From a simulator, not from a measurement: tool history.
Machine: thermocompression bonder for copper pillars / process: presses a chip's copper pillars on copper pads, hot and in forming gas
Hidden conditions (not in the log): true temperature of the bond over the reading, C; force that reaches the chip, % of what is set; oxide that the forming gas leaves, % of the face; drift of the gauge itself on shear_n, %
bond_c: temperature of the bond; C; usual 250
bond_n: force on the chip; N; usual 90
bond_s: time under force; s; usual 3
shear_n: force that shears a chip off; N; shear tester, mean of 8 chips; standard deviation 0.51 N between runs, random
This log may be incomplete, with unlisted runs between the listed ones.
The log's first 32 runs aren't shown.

run,day,bond_c,bond_n,bond_s,hours of work since the heater was calibrated,hours of work since the force cell was calibrated,hours of work since the gas filter was changed,shear_n
33,31.096,247,81,2,611,405,308,46.4
34,32.092,239,66,3,621,415,317,41.3
35,33.15,225,121,7,631,426,328,66.7
36,34.112,236,112,2,641,435,337,51.8
37,35.296,250,128,3,652,447,349,68
38,36.35,250,90,4,663,457,360,61.9
39,37.162,250,125,3,671,465,368,68.8
40,38.162,250,125,3,681,475,377,67.6

Forecast each of these 4 alternatives for the next run:
A,39.292,273,90,3,692,487,389,?
B,39.292,250,125,7,692,487,389,?
C,39.292,235,90,2,692,487,389,?
D,39.292,232,90,3,692,487,389,?

run,shear_n
A,67.7
B,74.7
C,43
D,47.8
Without the tool's hidden state the same runs would have given:
run,shear_n
A,71
B,79.8
C,42.9
D,48

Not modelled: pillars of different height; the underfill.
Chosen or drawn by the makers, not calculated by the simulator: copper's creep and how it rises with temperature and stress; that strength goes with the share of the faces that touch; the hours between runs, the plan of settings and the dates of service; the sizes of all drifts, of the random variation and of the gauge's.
